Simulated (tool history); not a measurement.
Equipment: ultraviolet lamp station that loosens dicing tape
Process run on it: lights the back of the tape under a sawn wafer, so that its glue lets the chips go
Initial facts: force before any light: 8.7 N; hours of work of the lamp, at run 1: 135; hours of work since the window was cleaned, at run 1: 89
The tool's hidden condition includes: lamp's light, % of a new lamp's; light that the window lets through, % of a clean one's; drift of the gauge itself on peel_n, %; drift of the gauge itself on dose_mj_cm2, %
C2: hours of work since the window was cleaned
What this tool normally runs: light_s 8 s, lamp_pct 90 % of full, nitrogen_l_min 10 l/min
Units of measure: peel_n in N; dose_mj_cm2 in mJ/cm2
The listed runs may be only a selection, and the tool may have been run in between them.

Run 1, hour 0.0: usual settings; hours of work of the lamp 135; C2 89. Result: peel_n 0.797 N, dose_mj_cm2 338 mJ/cm2.
Run 2, hour 21.5: usual settings; hours of work of the lamp 151; C2 105. Result: peel_n 0.785 N, dose_mj_cm2 331 mJ/cm2.
Run 3, hour 31.9: usual settings; hours of work of the lamp 159; C2 112. Result: peel_n 0.800 N, dose_mj_cm2 325 mJ/cm2.
Run 4, hour 48.4: usual settings; hours of work of the lamp 171; C2 124. Result: peel_n 0.832 N, dose_mj_cm2 323 mJ/cm2.
Run 5, hour 62.3: usual settings; hours of work of the lamp 181; C2 135. Result: peel_n 0.815 N, dose_mj_cm2 325 mJ/cm2.
Run 6, hour 80.8: usual settings; hours of work of the lamp 195; C2 148. Result: peel_n 0.847 N, dose_mj_cm2 318 mJ/cm2.
Run 7, hour 101.5: usual settings but light_s 11 s; hours of work of the lamp 210; C2 164. Result: peel_n 0.419 N, dose_mj_cm2 433 mJ/cm2.
Run 8, hour 119.7: usual settings but nitrogen_l_min 8 l/min; hours of work of the lamp 224; C2 177. Result: peel_n 1.090 N, dose_mj_cm2 313 mJ/cm2.
Run 9, hour 141.3: usual settings but lamp_pct 66 % of full; hours of work of the lamp 240; C2 193. Result: peel_n 1.688 N, dose_mj_cm2 226 mJ/cm2.
Run 10, hour 151.4: usual settings but lamp_pct 66 % of full, nitrogen_l_min 7 l/min; hours of work of the lamp 247; C2 201. Result: peel_n 2.066 N, dose_mj_cm2 219 mJ/cm2.
Run 11, hour 171.9: usual settings but lamp_pct 66 % of full, nitrogen_l_min 7 l/min; hours of work of the lamp 263; C2 216. Result: peel_n 2.055 N, dose_mj_cm2 217 mJ/cm2.
Run 12, hour 195.4: usual settings but light_s 13 s, lamp_pct 77 % of full, nitrogen_l_min 4 l/min; hours of work of the lamp 280; C2 233. Result: peel_n 1.121 N, dose_mj_cm2 402 mJ/cm2.

Consider 3 possible next runs. They are alternatives, not a sequence: every one starts from the tool as it was left by run 12. What does each give?
Run A, hour 212.0: usual settings but light_s 7 s, lamp_pct 64 % of full, nitrogen_l_min 12 l/min; hours of work of the lamp 292; C2 246. Result: peel_n ?, dose_mj_cm2 ?.
Run B, hour 212.0: usual settings but light_s 13 s, lamp_pct 72 % of full, nitrogen_l_min 6 l/min; hours of work of the lamp 292; C2 246. Result: peel_n ?, dose_mj_cm2 ?.
Run C, hour 212.0: usual settings but light_s 4 s, lamp_pct 76 % of full, nitrogen_l_min 7 l/min; hours of work of the lamp 292; C2 246. Result: peel_n ?, dose_mj_cm2 ?.

run  peel_n  dose_mj_cm2
  A   2.126          176
  B   0.953          376
  C   4.056          118
What these runs would have given with no unlogged condition in the tool:
run  peel_n  dose_mj_cm2
  A   1.411          228
  B   0.533          488
  C   3.208          155
